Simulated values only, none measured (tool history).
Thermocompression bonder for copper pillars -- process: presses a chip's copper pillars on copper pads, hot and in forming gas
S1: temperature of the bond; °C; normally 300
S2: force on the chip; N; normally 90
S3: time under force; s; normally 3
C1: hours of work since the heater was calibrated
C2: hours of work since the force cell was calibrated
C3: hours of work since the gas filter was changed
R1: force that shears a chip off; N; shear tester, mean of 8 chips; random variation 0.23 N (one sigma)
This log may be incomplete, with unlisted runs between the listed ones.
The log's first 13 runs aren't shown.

run   hour   S1   S2  S3   C1   C2   C3    R1
 14  366.9  300   90   3   89  531  189  32.9
 15  384.0  300   90   3   99  541  200  33.3
 16  419.3  300   90   3  120  563  221  32.7
 17  437.7  300   90   3  131  574  232  32.9
 18  466.0  300   90   3  149  591  249  32.7
 19  483.1  300   90   3  159  601  259  32.8
 20  504.8  300   90   3  172  614  273  33.1
 21  532.8  270   90   6  189  631  289  32.0
     543.2  -- forming gas filter changed
 22  566.8  300   90   7  209  651   14  48.4
 23  598.9  300   90   6  228  671   34  46.1
 24  619.5  300  104   5  241  683   46  47.4

Run 25 has not been measured yet. What should we expect?
 25  653.0  300  111   6  261  703  66   ?

{"run 25": {"R1": 52.2}}
Were there no unlogged condition in the tool, this run, its random variation unchanged, would have produced R1 51.5 N.
